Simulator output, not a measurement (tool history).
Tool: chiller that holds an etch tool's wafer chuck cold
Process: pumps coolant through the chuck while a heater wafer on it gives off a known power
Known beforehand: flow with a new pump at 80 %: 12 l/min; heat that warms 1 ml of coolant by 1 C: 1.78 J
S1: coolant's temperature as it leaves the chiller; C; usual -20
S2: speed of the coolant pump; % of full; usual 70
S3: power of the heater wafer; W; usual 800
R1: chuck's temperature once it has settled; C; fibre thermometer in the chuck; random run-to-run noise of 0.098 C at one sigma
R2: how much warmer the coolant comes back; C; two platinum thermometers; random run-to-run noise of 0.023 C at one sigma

run 1 hour=0.0 | S1=-20 S2=70 S3=800 | R1=-12.75 R2=2.87
run 2 hour=95.6 | S1=-20 S2=70 S3=800 | R1=-12.49 R2=2.86
run 3 hour=147.3 | S1=-20 S2=70 S3=800 | R1=-12.92 R2=2.86
run 4 hour=191.7 | S1=-20 S2=70 S3=800 | R1=-12.64 R2=2.90
-- hour=201.3 chiller's thermometer calibrated
run 5 hour=263.4 | S1=-20 S2=70 S3=1049 | R1=-10.37 R2=3.76
run 6 hour=318.5 | S1=-20 S2=70 S3=800 | R1=-12.44 R2=2.89
run 7 hour=379.6 | S1=-20 S2=63 S3=800 | R1=-11.68 R2=3.25
run 8 hour=453.1 | S1=-24 S2=74 S3=464 | R1=-19.39 R2=1.56
run 9 hour=548.5 | S1=-13 S2=74 S3=699 | R1=-6.40 R2=2.38
run 10 hour=615.7 | S1=-17 S2=70 S3=679 | R1=-10.26 R2=2.43
run 11 hour=670.9 | S1=-20 S2=70 S3=574 | R1=-14.02 R2=2.07
run 12 hour=737.8 | S1=-20 S2=70 S3=800 | R1=-12.11 R2=2.94

Below are 3 alternative next runs, each starting from the tool's condition after run 12. Predict each:
-- hour=765.4 chiller's thermometer calibrated, once more
run A hour=820.7 | S1=-27 S2=70 S3=800 | R1=? R2=?
-- hour=765.4 chiller's thermometer calibrated, once more
run B hour=820.7 | S1=-20 S2=60 S3=800 | R1=? R2=?
-- hour=765.4 chiller's thermometer calibrated, once more
run C hour=820.7 | S1=-28 S2=86 S3=684 | R1=? R2=?

run=A R1=-20.01 R2=2.93
run=B R1=-12.24 R2=3.45
run=C R1=-22.87 R2=1.99
Without the tool's unlogged condition, the same runs would have read:
run=A R1=-20.93 R2=2.60
run=B R1=-13.27 R2=3.07
run=C R1=-23.55 R2=1.77
